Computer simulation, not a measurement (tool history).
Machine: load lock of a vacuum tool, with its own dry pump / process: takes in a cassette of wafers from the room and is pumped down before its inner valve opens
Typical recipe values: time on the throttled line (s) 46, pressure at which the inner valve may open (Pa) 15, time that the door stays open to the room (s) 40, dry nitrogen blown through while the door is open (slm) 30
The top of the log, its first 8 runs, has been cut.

run,hour,time on the throttled line (s),pressure at which the inner valve may open (Pa),time that the door stays open to the room (s),dry nitrogen blown through while the door is open (slm),"incoming humidity of the room's air, %",time from the closed door until the inner valve may open (s),rise of the pressure with all valves shut (Pa/min)
9,1240.4,46,15,40,30,48.2,85.1,0.182
10,1343.2,46,15,40,30,46.5,86.4,0.181
11,1475.6,46,15,40,30,45.3,87,0.182
12,1623,46,15,40,21,44.5,86.8,0.197
13,1838.4,46,15,40,30,44.6,87.5,0.203
14,2055.5,46,15,40,30,45,88.9,0.208
15,2212.6,46,15,40,30,47.4,88.7,0.219
16,2310.3,46,15,40,30,47.6,86.9,0.233
17,2483.1,46,15,40,30,45.5,87.1,0.237
18,2606.3,46,14,40,35,44.7,88.3,0.234
19,2784.7,40,15,54,30,43.1,83.1,0.251
20,2999.9,25,15,54,30,45.5,72.3,0.263
21,3216.9,25,15,54,30,44.6,73,0.279
22,3400.6,46,25,54,30,41.1,84.2,0.282
23,3605.4,46,25,54,30,41.7,83.9,0.289
24,3793.8,83,15,149,7,44.7,113,0.333
25,3948.1,83,15,149,7,45.5,113.7,0.339
26,4104.4,33,30,40,30,45.1,74.4,0.321
27,4250.2,33,11,40,9,45.1,81.5,0.346
28,4397,38,15,40,4,41.8,80.6,0.347
29,4515.2,38,15,40,4,47.8,82.6,0.36
30,4717.3,38,15,40,4,44.9,82.6,0.378
31,4835,39,15,40,30,43.2,83.4,0.369
32,5039.6,46,15,154,10,46,87.4,0.411
33,5136,46,15,154,10,45.7,87.4,0.421

Predict each of these 5 candidate next runs independently; none follows another, all start after run 33:
A,5226.9,24,20,113,30,45,?,?
B,5226.9,42,22,154,10,41.7,?,?
C,5226.9,46,30,154,10,46.2,?,?
D,5226.9,46,26,154,8,47.4,?,?
E,5226.9,46,15,114,30,43.8,?,?

run,time from the closed door until the inner valve may open (s),rise of the pressure with all valves shut (Pa/min)
A,70.8,0.4
B,82.9,0.425
C,83.7,0.423
D,85,0.434
E,87.2,0.405
The same runs, with their run-to-run variation unchanged, on a tool lacking any hidden condition would have given:
run,time from the closed door until the inner valve may open (s),rise of the pressure with all valves shut (Pa/min)
A,66.9,0.021
B,79.6,0.039
C,80.6,0.046
D,81.9,0.052
E,83.9,0.024
